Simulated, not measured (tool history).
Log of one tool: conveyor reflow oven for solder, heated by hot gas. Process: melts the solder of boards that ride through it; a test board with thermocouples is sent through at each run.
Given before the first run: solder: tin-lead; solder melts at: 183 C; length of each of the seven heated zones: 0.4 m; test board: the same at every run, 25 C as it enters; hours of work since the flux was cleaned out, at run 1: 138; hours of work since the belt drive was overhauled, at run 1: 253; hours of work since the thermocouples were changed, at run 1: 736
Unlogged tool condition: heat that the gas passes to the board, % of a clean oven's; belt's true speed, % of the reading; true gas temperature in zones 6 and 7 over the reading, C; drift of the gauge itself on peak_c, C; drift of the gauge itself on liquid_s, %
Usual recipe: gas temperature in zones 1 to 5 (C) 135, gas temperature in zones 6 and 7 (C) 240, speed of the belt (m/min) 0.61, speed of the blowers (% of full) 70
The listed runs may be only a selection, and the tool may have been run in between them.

| run | day | gas temperature in zones 1 to 5 (C) | gas temperature in zones 6 and 7 (C) | speed of the belt (m/min) | speed of the blowers (% of full) | hours of work since the flux was cleaned out | hours of work since the belt drive was overhauled | hours of work since the thermocouples were changed | highest temperature of the board (C) | time above the solder's melting point (s) |
|---|---|---|---|---|---|---|---|---|---|---|
| 1 | 0 | 135 | 240 | 0.61 | 70 | 138 | 253 | 736 | 215.4 | 56.1 |
| 2 | 3.229 | 135 | 240 | 0.61 | 70 | 186 | 300 | 783 | 215 | 56.6 |
| 3 | 5.183 | 135 | 240 | 0.61 | 70 | 215 | 329 | 812 | 215.1 | 54.4 |
| 4 | 7.817 | 135 | 240 | 0.61 | 70 | 254 | 368 | 851 | 213.6 | 55 |
|  | 10.679 | flux residue cleaned out of gas plates and filters |
| 5 | 10.95 | 135 | 240 | 0.61 | 70 | 4 | 411 | 894 | 211.9 | 50.9 |
| 6 | 13.229 | 135 | 240 | 0.61 | 70 | 38 | 445 | 928 | 210.2 | 49.5 |
| 7 | 14.992 | 144 | 240 | 0.61 | 70 | 64 | 471 | 954 | 212.9 | 55.5 |
| 8 | 17.288 | 144 | 240 | 0.61 | 70 | 97 | 504 | 987 | 213 | 54.9 |
| 9 | 19.004 | 144 | 240 | 0.61 | 70 | 123 | 530 | 1013 | 212.9 | 54.9 |
| 10 | 20.325 | 144 | 240 | 0.61 | 70 | 142 | 549 | 1032 | 211.7 | 54.1 |
|  | 21.3 | flux residue cleaned out of gas plates and filters, once more |
| 11 | 23.092 | 120 | 240 | 0.61 | 70 | 26 | 587 | 1070 | 214.2 | 50.2 |
| 12 | 25.483 | 120 | 240 | 0.61 | 70 | 62 | 622 | 1105 | 214.6 | 49.4 |
|  | 28.567 | thermocouples of zones 6 and 7 changed |
| 13 | 28.767 | 120 | 240 | 0.61 | 70 | 109 | 669 | 3 | 214.3 | 50.1 |
| 14 | 30.412 | 148 | 249 | 0.61 | 55 | 133 | 694 | 27 | 223.8 | 66.3 |
| 15 | 31.962 | 134 | 234 | 0.615 | 70 | 156 | 716 | 50 | 211.6 | 50.5 |
| 16 | 33.633 | 132 | 240 | 0.61 | 88 | 181 | 741 | 75 | 219.3 | 58.9 |
| 17 | 36.808 | 132 | 240 | 0.61 | 88 | 227 | 788 | 122 | 218.3 | 57.2 |
| 18 | 39.304 | 135 | 240 | 0.61 | 60 | 264 | 825 | 158 | 213.1 | 51.9 |
| 19 | 40.729 | 135 | 240 | 0.61 | 60 | 285 | 846 | 179 | 211.7 | 51.8 |
|  | 41.438 | flux residue cleaned out of gas plates and filters |
| 20 | 43.696 | 135 | 240 | 0.61 | 60 | 33 | 886 | 220 | 216.7 | 55.2 |
| 21 | 46.317 | 135 | 242 | 0.61 | 62 | 72 | 925 | 259 | 217.4 | 57.6 |
| 22 | 48.683 | 135 | 242 | 0.61 | 62 | 107 | 960 | 293 | 216.1 | 56.9 |
| 23 | 51.721 | 140 | 240 | 0.506 | 70 | 152 | 1005 | 338 | 224.1 | 78.4 |
| 24 | 54.729 | 135 | 233 | 0.627 | 65 | 196 | 1049 | 383 | 207.7 | 47.3 |

Estimate the outcome of run 25 from the log above:
| 25 | 57.342 | 135 | 240 | 0.548 | 65 | 234 | 1088 | 421 | ? | ? |

Run 25 yielded highest temperature of the board (C) 218.3, time above the solder's melting point (s) 65.8.
On a tool with no hidden condition, and with the same random variation, this run would have come out at highest temperature of the board (C) 221.4, time above the solder's melting point (s) 67.6.

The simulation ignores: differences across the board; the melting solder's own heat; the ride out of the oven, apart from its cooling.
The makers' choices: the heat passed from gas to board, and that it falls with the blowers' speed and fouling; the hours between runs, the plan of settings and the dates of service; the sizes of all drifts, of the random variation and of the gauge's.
